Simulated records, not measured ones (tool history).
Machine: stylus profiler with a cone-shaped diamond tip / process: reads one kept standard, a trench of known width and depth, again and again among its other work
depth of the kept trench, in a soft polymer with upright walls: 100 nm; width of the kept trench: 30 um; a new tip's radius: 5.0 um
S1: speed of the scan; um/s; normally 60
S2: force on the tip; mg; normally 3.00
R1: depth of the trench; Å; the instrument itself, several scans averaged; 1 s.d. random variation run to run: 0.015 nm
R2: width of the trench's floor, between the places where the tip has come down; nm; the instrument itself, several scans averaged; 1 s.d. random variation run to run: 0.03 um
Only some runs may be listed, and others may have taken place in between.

run	hour	S1	S2	R1	R2
1	0.0	60	3.00	1017.3	27700
2	43.0	60	3.00	1017.3	27750
3	63.1	60	3.00	1017.3	27730
4	92.6	60	4.27	1021.6	27780
5	128.3	60	4.27	1021.7	27830
6	168.8	60	4.27	1021.4	27760
7	203.6	60	4.27	1021.7	27750
8	247.6	60	3.41	1018.4	27760
9	291.9	60	3.41	1018.5	27730
10	326.8	60	3.00	1016.8	27720
11	357.0	60	3.00	1017.3	27720
12	395.6	60	3.00	1017.0	27670
13	423.1	60	3.00	1017.2	27690
14	466.9	28	5.56	1025.7	27960
15	492.4	109	2.07	1012.9	27380
16	515.1	25	3.00	1017.0	27910
17	553.7	60	1.48	1010.6	27650
18	597.6	21	4.32	1021.8	27930
19	633.9	21	4.32	1022.0	27890
20	663.8	28	1.06	1008.3	27730
21	698.4	81	1.25	1009.4	27390
22	739.9	18	4.17	1021.6	27980
23	761.6	44	3.00	1016.9	27840
24	779.8	19	1.63	1011.5	27810

Alternative continuations, all from the tool just after run 24; predict every row:
A	811.3	50	5.72	?	?
B	811.3	173	3.00	?	?
C	811.3	65	7.64	?	?

run	R1	R2
A	1026.4	27870
B	1017.1	27200
C	1031.9	27900
With no hidden state in the tool, these same runs would have given:
run	R1	R2
A	1026.4	27880
B	1017.1	27210
C	1031.9	27910
